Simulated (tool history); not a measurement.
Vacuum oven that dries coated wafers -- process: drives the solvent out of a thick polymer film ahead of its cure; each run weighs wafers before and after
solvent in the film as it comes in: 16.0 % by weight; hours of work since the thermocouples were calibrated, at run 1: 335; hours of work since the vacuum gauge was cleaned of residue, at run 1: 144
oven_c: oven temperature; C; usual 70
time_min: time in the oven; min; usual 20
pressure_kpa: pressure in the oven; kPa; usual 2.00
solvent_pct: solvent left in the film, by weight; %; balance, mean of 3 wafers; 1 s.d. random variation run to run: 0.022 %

run	day	oven_c	time_min	pressure_kpa	hours of work since the thermocouples were calibrated	hours of work since the vacuum gauge was cleaned of residue	solvent_pct
1	0.000	70	20	2.00	335	144	1.44
2	0.988	70	20	2.00	347	156	1.42
3	1.658	70	20	2.00	355	164	1.40
4	2.833	70	20	2.70	369	178	1.66
5	3.638	70	20	2.70	379	187	1.65
6	4.608	70	20	2.70	390	199	1.63
7	5.821	70	20	2.00	405	214	1.41
8	6.925	70	20	2.00	418	227	1.35
9	7.983	70	20	1.55	431	240	1.22
10	9.125	70	20	1.55	444	253	1.28
11	9.875	70	20	1.55	453	262	1.20
12	10.421	70	20	1.55	460	269	1.23
13	11.558	70	31	2.00	474	282	0.86
14	12.833	58	31	1.25	489	298	2.78
# day 12.975: vacuum gauge cleaned of residue and calibrated
15	13.775	58	31	1.25	499	10	2.85
16	14.842	71	13	2.00	512	22	2.30
17	15.758	60	13	2.00	523	33	5.99
18	16.525	70	24	1.49	532	43	0.92
19	17.604	70	24	1.38	545	55	0.92
20	18.479	70	20	2.00	556	66	1.40
# day 19.567: vacuum gauge cleaned of residue and calibrated, once more
21	19.688	70	20	2.00	570	1	1.34
22	20.517	77	20	3.94	580	11	1.12
23	21.167	67	33	1.11	587	19	0.69
24	22.092	60	23	7.24	598	30	5.91
25	23.275	63	31	2.00	613	44	1.76
26	24.183	64	35	2.00	623	55	1.35

Consider 5 possible next runs. They are alternatives, not a sequence: every one starts from the tool as it was left by run 26. What does each give?
A	25.246	56	35	1.57	636	68	?
B	25.246	64	20	2.00	636	68	?
C	25.246	66	13	1.92	636	68	?
D	25.246	63	21	3.44	636	68	?
E	25.246	83	18	2.00	636	68	?

run	solvent_pct
A	3.01
B	2.74
C	3.64
D	3.43
E	0.43
Without the tool's hidden state the same runs would have given:
run	solvent_pct
A	3.30
B	3.00
C	3.95
D	3.72
E	0.45

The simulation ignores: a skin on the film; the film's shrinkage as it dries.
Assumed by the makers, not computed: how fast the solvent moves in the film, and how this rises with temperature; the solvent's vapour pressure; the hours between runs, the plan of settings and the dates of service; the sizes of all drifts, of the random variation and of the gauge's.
